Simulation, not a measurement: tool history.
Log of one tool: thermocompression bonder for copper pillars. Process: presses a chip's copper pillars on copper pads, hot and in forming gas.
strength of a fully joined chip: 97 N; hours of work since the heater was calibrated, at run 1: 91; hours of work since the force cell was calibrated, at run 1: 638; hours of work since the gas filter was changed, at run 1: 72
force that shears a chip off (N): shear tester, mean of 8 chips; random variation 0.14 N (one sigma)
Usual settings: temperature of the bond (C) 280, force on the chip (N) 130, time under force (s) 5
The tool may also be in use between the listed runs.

run,hour,temperature of the bond (C),force on the chip (N),time under force (s),hours of work since the heater was calibrated,hours of work since the force cell was calibrated,hours of work since the gas filter was changed,force that shears a chip off (N)
1,0,280,130,5,91,638,72,60.4
2,5.1,280,130,5,95,641,76,60.4
3,12.3,280,130,5,99,646,81,60.6
4,22.7,280,130,5,106,653,88,60.2
5,31.3,280,130,5,112,659,94,60.5
6,42.2,280,130,5,120,666,101,60.5
7,52.3,280,130,8,126,673,108,68.5
8,61.3,280,150,5,133,679,114,63.3
9,67.5,280,150,5,137,684,118,63.5
10,73.3,280,130,13,141,687,122,76.5
11,78.9,280,130,13,144,691,126,76.2
12,88,275,130,13,151,697,132,74.2
# hour 90.3: force cell calibrated
13,100.4,275,130,13,158,7,139,74
14,108.5,302,130,5,163,12,145,70
15,116.1,302,130,5,169,17,150,70
# hour 122.7: force cell calibrated, once more
16,128.9,302,130,5,176,4,157,70.6
17,136.8,302,130,5,182,10,163,70.7
18,142.1,302,130,5,185,13,166,70.3
19,151.6,280,130,5,192,20,173,60.6
20,160.4,280,130,5,198,25,179,60.8
21,170.1,280,130,5,204,32,185,60.7
22,180.9,263,109,6,211,39,193,51.9
23,187,263,109,13,215,43,197,65.4
24,197.2,263,109,13,222,50,204,65.1
25,205.7,263,109,13,228,56,209,65.3
26,216.6,263,109,13,235,63,217,65.3
27,227.3,257,120,13,243,71,224,64.3
28,237.8,264,174,5,250,78,231,59
29,246.5,264,174,5,256,84,237,59
30,257.5,255,101,4,263,91,244,40
31,268.7,296,142,7,271,99,252,75
32,274.4,280,111,5,275,103,256,57.2
33,282.1,303,165,14,280,108,261,87.9
34,292.8,283,112,15,287,115,268,77
35,299.4,283,82,4,291,119,273,48.5
36,304.9,283,82,6,295,123,276,55.5
37,310.9,289,149,3,299,127,280,58.6
38,319.2,256,139,3,305,133,286,41.8
39,325.3,256,139,3,309,137,290,42
40,332,256,139,3,313,141,295,41.8

Hidden state or all else? Some run-to-run changes of force that shears a chip off (N), split into what the settings, what came in and random variation would give without the hidden state, and what is left for the hidden state (with any gauge scatter that isn't in both results):
The hidden state here: true temperature of the bond over the reading, C; force that reaches the chip, % of what is set; oxide that the forming gas leaves, % of the face; drift of the gauge itself on shear_n, %.
Run 15 -> 16: force cell calibrated, once more. force that shears a chip off (N) +0.6: hidden state +0.8, all else -0.2.
Run 30 -> 31: temperature of the bond (C) 255 -> 296, force on the chip (N) 101 -> 142, time under force (s) 4 -> 7. force that shears a chip off (N) +35: hidden state -0.7, all else +35.7.
Run 32 -> 33: temperature of the bond (C) 280 -> 303, force on the chip (N) 111 -> 165, time under force (s) 5 -> 14. force that shears a chip off (N) +30.7: hidden state -0.5, all else +31.2.
Run 34 -> 35: force on the chip (N) 112 -> 82, time under force (s) 15 -> 4. force that shears a chip off (N) -28.5: hidden state +0.5, all else -29.
